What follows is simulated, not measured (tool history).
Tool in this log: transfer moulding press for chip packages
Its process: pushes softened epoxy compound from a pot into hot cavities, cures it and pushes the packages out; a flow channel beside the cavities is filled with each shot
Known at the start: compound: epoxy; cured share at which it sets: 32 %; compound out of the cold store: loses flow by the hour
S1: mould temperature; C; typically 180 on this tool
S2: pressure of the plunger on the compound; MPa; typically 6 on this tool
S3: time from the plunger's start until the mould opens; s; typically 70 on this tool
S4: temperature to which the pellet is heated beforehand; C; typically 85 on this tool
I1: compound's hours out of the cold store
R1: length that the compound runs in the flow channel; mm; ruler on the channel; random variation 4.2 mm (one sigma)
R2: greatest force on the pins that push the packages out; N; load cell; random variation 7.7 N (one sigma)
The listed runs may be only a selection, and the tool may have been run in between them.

run	hour	S1	S2	S3	S4	I1	R1	R2
1	0	180	6	70	85	13.8	979	458
2	13.1	180	6	70	85	17.7	963	587
3	24.9	180	6	70	85	15.7	968	674
4	31.2	180	6	70	85	8.5	992	711
5	36.5	180	6	70	85	40.2	891	662
# hour 41.8: cavities cleaned with cleaning compound and waxed
6	46.3	174	6	70	85	15.2	989	657
7	57.6	174	6	70	85	30.8	925	799
8	67.8	174	6	70	85	19	973	926
9	73.5	180	6	70	85	34.7	905	634
10	83.5	180	6	70	85	18.1	946	678
# hour 91.6: cavities cleaned with cleaning compound and waxed
11	92.5	180	6	70	85	10.9	971	400
12	102.8	180	6	70	85	43.1	875	481
13	112.4	180	6	70	85	34.4	889	563
14	122.7	180	6	70	85	8.7	982	681
15	133.6	181	6.29	91	78	26.9	926	370
# hour 141.7: cavities cleaned with cleaning compound and waxed
16	141.7	173	6	70	85	44.9	863	564
17	154.1	173	6	89	87	13.9	975	443
18	164.2	176	6	70	89	47.5	840	722
19	173.1	178	5.32	68	86	8.4	923	849
20	183	185	6	70	75	26.3	897	512
# hour 191.7: cavities cleaned with cleaning compound and waxed
21	191.7	186	7.13	97	81	40.6	926	180
22	197.9	182	6	67	85	28.9	895	445
23	206.9	182	4.88	70	85	31.5	792	490
# hour 216.6: plunger's sealing rings changed
24	221.3	180	6	74	76	9.7	1003	599
25	232.3	180	6	74	76	36	911	610
26	238.7	182	6.06	65	91	36	903	695

Below are 5 alternative next runs, each starting from the tool's condition after run 26. Predict each:
# hour 243.8: cavities cleaned with cleaning compound and waxed
A	248.1	187	6.06	87	91	12.7	?	?
# hour 243.8: cavities cleaned with cleaning compound and waxed
B	248.1	180	6.22	70	90	21.4	?	?
# hour 243.8: cavities cleaned with cleaning compound and waxed
C	248.1	180	7.3	70	91	14.3	?	?
# hour 243.8: cavities cleaned with cleaning compound and waxed
D	248.1	178	6	74	78	16.4	?	?
# hour 243.8: cavities cleaned with cleaning compound and waxed
E	248.1	180	6	52	86	24.7	?	?

run	R1	R2
A	980	206
B	968	420
C	1083	451
D	969	434
E	944	866
With the hidden condition removed and each run's random variation left untouched, the same runs would have given:
run	R1	R2
A	986	174
B	973	332
C	1088	358
D	974	344
E	949	714
